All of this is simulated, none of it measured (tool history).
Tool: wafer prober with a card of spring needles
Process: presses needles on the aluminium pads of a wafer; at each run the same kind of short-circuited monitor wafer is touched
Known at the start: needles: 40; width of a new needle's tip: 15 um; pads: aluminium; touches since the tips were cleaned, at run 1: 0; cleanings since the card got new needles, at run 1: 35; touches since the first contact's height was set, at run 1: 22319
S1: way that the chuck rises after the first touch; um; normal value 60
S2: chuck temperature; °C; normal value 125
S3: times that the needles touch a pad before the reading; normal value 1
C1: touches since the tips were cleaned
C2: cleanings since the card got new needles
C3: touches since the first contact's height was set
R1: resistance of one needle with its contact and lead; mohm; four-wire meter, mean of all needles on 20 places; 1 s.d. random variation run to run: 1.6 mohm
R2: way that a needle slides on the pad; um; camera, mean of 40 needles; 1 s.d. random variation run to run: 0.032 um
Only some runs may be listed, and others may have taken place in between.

run     day  S1   S2  S3    C1   C2     C3   R1     R2
  1       0  60  125   1     0   35  22319  164   8.73
      0.183  -- tips cleaned on abrasive film
      0.371  -- tips cleaned on abrasive film
      0.554  -- tips cleaned on abrasive film
      0.738  -- tips cleaned on abrasive film
      0.925  -- tips cleaned on abrasive film
      1.075  -- tips cleaned on abrasive film
      1.258  -- tips cleaned on abrasive film
  2   1.308  60  125   1   870   42  44208  214   8.63
      1.421  -- tips cleaned on abrasive film
      1.608  -- tips cleaned on abrasive film
      1.754  -- tips cleaned on abrasive film
      1.925  -- tips cleaned on abrasive film
  3   1.925  60  125   1     0   46  54452  167   8.58
      2.108  -- tips cleaned on abrasive film
      2.296  -- tips cleaned on abrasive film
      2.442  -- tips cleaned on abrasive film
      2.629  -- tips cleaned on abrasive film
  4    2.65  60   51   1   346   50  66546  174   8.52
      2.796  -- tips cleaned on abrasive film
      2.983  -- tips cleaned on abrasive film
      3.129  -- tips cleaned on abrasive film
      3.317  -- tips cleaned on abrasive film
  5   3.338  60   51   1   352   54  78027  179   8.54
      3.488  -- tips cleaned on abrasive film
      3.533  -- height of the first contact set anew
      3.646  -- tips cleaned on abrasive film
      3.833  -- tips cleaned on abrasive film
  6   3.933  60   51   1  1704   57   6651  241   8.91
      4.008  -- tips cleaned on abrasive film
      4.192  -- tips cleaned on abrasive film
      4.379  -- tips cleaned on abrasive film
      4.562  -- tips cleaned on abrasive film
      4.712  -- tips cleaned on abrasive film
      4.896  -- tips cleaned on abrasive film
      5.083  -- tips cleaned on abrasive film
  7   5.133  60  125   2   882   64  26701  195    8.8
      5.246  -- tips cleaned on abrasive film
      5.396  -- tips cleaned on abrasive film
      5.579  -- tips cleaned on abrasive film
      5.729  -- tips cleaned on abrasive film
      5.912  -- tips cleaned on abrasive film
        6.1  -- tips cleaned on abrasive film
      6.283  -- tips cleaned on abrasive film
  8   6.375  60  125   2  1600   71  47470  210   8.73
      6.454  -- tips cleaned on abrasive film
        6.6  -- tips cleaned on abrasive film
      6.788  -- tips cleaned on abrasive film
      6.938  -- tips cleaned on abrasive film
      7.083  -- tips cleaned on abrasive film
      7.271  -- tips cleaned on abrasive film
  9   7.383  60  125   2  1944   77  64253  213   8.56
      7.425  -- tips cleaned on abrasive film
      7.571  -- tips cleaned on abrasive film
      7.758  -- tips cleaned on abrasive film
      7.904  -- tips cleaned on abrasive film
      8.092  -- tips cleaned on abrasive film
 10   8.092  78  125   1    12   82  76012  158  11.24
      8.275  -- tips cleaned on abrasive film
      8.396  -- height of the first contact set anew
      8.471  -- tips cleaned on abrasive film
      8.621  -- tips cleaned on abrasive film
 11     8.7  78   34   1  1329   85   5039  194  11.59
      8.775  -- tips cleaned on abrasive film
      8.958  -- tips cleaned on abrasive film
      9.146  -- tips cleaned on abrasive film
      9.292  -- tips cleaned on abrasive film
      9.479  -- tips cleaned on abrasive film
      9.662  -- tips cleaned on abrasive film
       9.85  -- tips cleaned on abrasive film
 12   9.983  78   34   1  2341   92  26543  213  11.49
     10.025  -- tips cleaned on abrasive film
     10.208  -- tips cleaned on abrasive film
     10.396  -- tips cleaned on abrasive film
     10.546  -- tips cleaned on abrasive film
     10.729  -- tips cleaned on abrasive film
 13  10.754  67   40   1   394   97  39305  168   9.71
       10.9  -- tips cleaned on abrasive film
      11.05  -- tips cleaned on abrasive film
     11.233  -- tips cleaned on abrasive film
     11.421  -- tips cleaned on abrasive film
     11.604  -- tips cleaned on abrasive film
     11.788  -- tips cleaned on abrasive film
     11.975  -- tips cleaned on abrasive film
     12.133  -- tips cleaned on abrasive film
 14  12.133  60   83   1     0  105  62367  164   8.57
     12.321  -- tips cleaned on abrasive film
     12.504  -- tips cleaned on abrasive film
     12.688  -- tips cleaned on abrasive film
     12.838  -- tips cleaned on abrasive film
     13.021  -- tips cleaned on abrasive film
 15  13.062  60   83   1   652  110  77858  213   8.51
     13.175  -- tips cleaned on abrasive film
     13.258  -- height of the first contact set anew
     13.371  -- tips cleaned on abrasive film
     13.554  -- tips cleaned on abrasive film
     13.742  -- tips cleaned on abrasive film
     13.912  -- tips cleaned on abrasive film
 16  13.912  60   83   2     0  115  10870  156   8.81
     14.096  -- tips cleaned on abrasive film
     14.246  -- tips cleaned on abrasive film
     14.429  -- tips cleaned on abrasive film
     14.579  -- tips cleaned on abrasive film
     14.762  -- tips cleaned on abrasive film
      14.95  -- tips cleaned on abrasive film
     15.108  -- tips cleaned on abrasive film
 17  15.108  64  125   1     0  122  30882  168   9.32

Expected results for the next run?
     15.258  -- tips cleaned on abrasive film
     15.446  -- tips cleaned on abrasive film
     15.592  -- tips cleaned on abrasive film
     15.779  -- tips cleaned on abrasive film
 18  15.921  65  93   1  2418  126  44431   ?   ?

Run 18 came out at R1 272 mohm, R2 9.39 um.
On a tool with no hidden condition, and with the same random variation, this run would have come out at R1 144 mohm, R2 9.61 um.
